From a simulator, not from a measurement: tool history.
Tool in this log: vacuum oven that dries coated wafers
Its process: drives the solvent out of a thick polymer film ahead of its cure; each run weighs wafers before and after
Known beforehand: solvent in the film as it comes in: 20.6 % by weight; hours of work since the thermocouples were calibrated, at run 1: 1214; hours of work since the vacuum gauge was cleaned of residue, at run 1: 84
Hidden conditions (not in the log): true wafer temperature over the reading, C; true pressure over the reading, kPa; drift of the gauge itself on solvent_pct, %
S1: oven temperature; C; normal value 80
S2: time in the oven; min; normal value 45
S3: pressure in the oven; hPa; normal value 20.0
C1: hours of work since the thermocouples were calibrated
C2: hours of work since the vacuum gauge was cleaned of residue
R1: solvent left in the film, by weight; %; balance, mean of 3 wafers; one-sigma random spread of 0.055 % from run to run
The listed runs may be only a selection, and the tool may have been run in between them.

{"run": 1, "hour": 0.0, "S1": 80, "S2": 45, "S3": 20.0, "C1": 1214, "C2": 84, "R1": 2.43}
{"run": 2, "hour": 19.3, "S1": 80, "S2": 45, "S3": 39.4, "C1": 1227, "C2": 97, "R1": 3.22}
{"run": 3, "hour": 54.5, "S1": 80, "S2": 45, "S3": 63.0, "C1": 1252, "C2": 122, "R1": 4.14}
{"run": 4, "hour": 83.0, "S1": 80, "S2": 45, "S3": 63.0, "C1": 1272, "C2": 142, "R1": 4.24}
{"run": 5, "hour": 102.2, "S1": 80, "S2": 45, "S3": 63.0, "C1": 1285, "C2": 155, "R1": 4.28}
{"run": 6, "hour": 127.0, "S1": 70, "S2": 45, "S3": 63.0, "C1": 1303, "C2": 173, "R1": 7.16}
{"run": 7, "hour": 143.9, "S1": 70, "S2": 45, "S3": 63.0, "C1": 1314, "C2": 184, "R1": 7.3}
{"run": 8, "hour": 159.1, "S1": 70, "S2": 45, "S3": 63.0, "C1": 1325, "C2": 195, "R1": 7.24}
{"run": 9, "hour": 176.6, "S1": 70, "S2": 45, "S3": 63.0, "C1": 1337, "C2": 207, "R1": 7.3}
{"run": 10, "hour": 197.2, "S1": 80, "S2": 45, "S3": 20.0, "C1": 1352, "C2": 222, "R1": 2.34}
{"run": 11, "hour": 226.5, "S1": 80, "S2": 45, "S3": 37.7, "C1": 1372, "C2": 242, "R1": 3.14}
{"run": 12, "hour": 258.4, "S1": 80, "S2": 45, "S3": 37.7, "C1": 1394, "C2": 264, "R1": 3.17}
{"run": 13, "hour": 274.2, "S1": 82, "S2": 45, "S3": 37.7, "C1": 1405, "C2": 276, "R1": 2.86}
{"run": 14, "hour": 300.7, "S1": 82, "S2": 45, "S3": 37.7, "C1": 1424, "C2": 294, "R1": 2.75}
{"run": 15, "hour": 324.8, "S1": 80, "S2": 45, "S3": 20.0, "C1": 1441, "C2": 311, "R1": 2.5}
{"run": 16, "hour": 351.6, "S1": 80, "S2": 68, "S3": 20.0, "C1": 1460, "C2": 330, "R1": 1.41}
{"run": 17, "hour": 387.6, "S1": 80, "S2": 68, "S3": 20.0, "C1": 1485, "C2": 355, "R1": 1.44}
{"run": 18, "hour": 422.7, "S1": 80, "S2": 45, "S3": 62.0, "C1": 1509, "C2": 379, "R1": 4.19}
{"run": 19, "hour": 451.0, "S1": 80, "S2": 45, "S3": 62.0, "C1": 1529, "C2": 399, "R1": 4.22}
{"run": 20, "hour": 486.4, "S1": 82, "S2": 23, "S3": 37.2, "C1": 1554, "C2": 424, "R1": 5.75}

Expected results for the next run?
{"run": 21, "hour": 517.4, "S1": 82, "S2": 23, "S3": 37.2, "C1": 1575, "C2": 446, "R1": "?"}

For run 21 the tool returned R1 5.84 %.
If the tool had no hidden condition, the same run with the same run-to-run variation would have returned R1 5.48 %.
